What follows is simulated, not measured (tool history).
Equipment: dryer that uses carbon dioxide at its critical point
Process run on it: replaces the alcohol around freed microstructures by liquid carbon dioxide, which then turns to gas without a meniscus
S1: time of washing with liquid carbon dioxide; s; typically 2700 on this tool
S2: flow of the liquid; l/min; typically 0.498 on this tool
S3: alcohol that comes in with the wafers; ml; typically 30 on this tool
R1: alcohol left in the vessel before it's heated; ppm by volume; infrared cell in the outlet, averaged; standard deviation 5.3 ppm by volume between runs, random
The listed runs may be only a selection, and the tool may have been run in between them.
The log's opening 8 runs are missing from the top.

run,hour,S1,S2,S3,R1
9,283,2700,0.498,30,254
10,307.4,2700,0.498,30,274
11,347.3,2700,0.422,30,385
12,382.3,2700,0.678,30,184
13,425.9,2700,0.678,30,186
14,447.3,2700,0.678,30,199
15,498.3,2700,0.678,30,207
16,535.6,2700,0.678,30,217
17,557.8,2700,0.678,30,220
18,594.4,2700,0.678,30,224
19,643,4260,0.774,30,205
20,669.7,2160,0.774,30,248
21,719.5,1920,0.339,30,1277
22,763.6,2940,0.507,33,321
23,814.7,2640,0.548,30,348
24,842.5,2040,0.548,62,772
25,883.4,2880,0.548,62,395
26,919.1,3960,0.457,33,301
27,953.9,3660,0.327,23,447
28,981.7,3540,0.45,110,504
# hour 1029.5: purifier's bed changed
29,1029.5,3540,0.45,110,244
30,1059.6,3540,0.324,110,1017
31,1092.2,2700,0.81,30,26

5 options for the next run, each taken on its own from the tool as it stands now. Forecast them:
A,1121.1,2700,0.666,64,?
B,1121.1,2340,0.81,30,?
C,1121.1,2880,0.498,30,?
D,1121.1,3540,0.81,30,?
E,1121.1,3300,0.81,30,?

run,R1
A,98
B,43
C,125
D,23
E,30
Without the tool's unlogged condition, the same runs would have read:
run,R1
A,60
B,18
C,84
D,5
E,11
